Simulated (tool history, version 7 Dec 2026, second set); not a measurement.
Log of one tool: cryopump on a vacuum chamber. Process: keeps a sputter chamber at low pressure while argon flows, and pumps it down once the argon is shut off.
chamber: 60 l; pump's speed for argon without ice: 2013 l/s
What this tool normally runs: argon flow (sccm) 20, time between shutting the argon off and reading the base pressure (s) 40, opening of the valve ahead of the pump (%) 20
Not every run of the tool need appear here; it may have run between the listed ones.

run    hour  argon flow (sccm)  time between shutting the argon off and reading the base pressure (s)  opening of the valve ahead of the pump (%)  pressure while argon flows (Pa)  pressure after the wait (uPa)
  1     0.0                 20                                                                     40                                          20                           0.0844                           1.90
  2    51.7                 20                                                                     40                                          20                           0.0844                           1.90
  3    91.1                 20                                                                     40                                          20                           0.0848                           1.95
  4   122.6                 20                                                                     40                                          20                           0.0853                           1.94
  5   165.8                 18                                                                     40                                          20                           0.0774                           2.01
  6   220.7                 20                                                                     22                                          20                           0.0861                           2.82
  7   281.4                 20                                                                     40                                          15                           0.1152                           2.03
  8   322.7                 20                                                                     40                                          15                           0.1139                           2.10
  9   375.3                 20                                                                     40                                          15                           0.1136                           2.08
 10   419.7                 20                                                                     40                                          15                           0.1139                           2.14
 11   452.6                 20                                                                     40                                          15                           0.1155                           2.15
 12   483.8                 20                                                                     40                                          20                           0.0867                           2.11
 13   526.4                 20                                                                     40                                          20                           0.0876                           2.20
 14   584.0                 20                                                                     40                                          20                           0.0873                           2.21
 15   630.9                 20                                                                     40                                          20                           0.0878                           2.24
 16   660.6                 20                                                                     82                                          38                           0.0481                           1.76
      670.2  -- leaking fittings of the chamber tightened, without venting
 17   717.3                 18                                                                     40                                          18                           0.0886                           1.22
 18   756.6                 13                                                                     30                                          41                           0.0295                           1.62
 19   806.1                 13                                                                     30                                          41                           0.0305                           1.55
 20   856.5                 23                                                                     34                                          33                           0.0637                           1.51
 21   886.5                 32                                                                     66                                          33                           0.0895                           0.92
 22   943.8                 32                                                                    202                                          21                           0.1363                           0.54
 23   971.1                 32                                                                    202                                          21                           0.1365                           0.57
 24  1031.6                 23                                                                     23                                          32                           0.0672                           2.05
 25  1090.4                 23                                                                     23                                          32                           0.0680                           2.12
 26  1119.7                 23                                                                     23                                          32                           0.0674                           2.09
 27  1158.7                 23                                                                    280                                          32                           0.0683                           0.57
     1171.1  -- pump warmed up, emptied and cooled again
 28  1192.2                 20                                                                     40                                          30                           0.0564                           1.30
 29  1232.7                 20                                                                     40                                          30                           0.0571                           1.34

Below are 3 alternative next runs, each starting from the tool's condition after run 29. Predict each:
  A  1260.3                 14                                                                    163                                          32                                ?                              ?
  B  1260.3                 20                                                                    104                                          30                                ?                              ?
  C  1260.3                 21                                                                     40                                          30                                ?                              ?

run  pressure while argon flows (Pa)  pressure after the wait (uPa)
  A                           0.0371                           0.61
  B                           0.0564                           0.74
  C                           0.0598                           1.42
With the hidden condition removed and each run's random variation left untouched, the same runs would have given:
run  pressure while argon flows (Pa)  pressure after the wait (uPa)
  A                           0.0366                           0.39
  B                           0.0556                           0.53
  C                           0.0589                           1.19
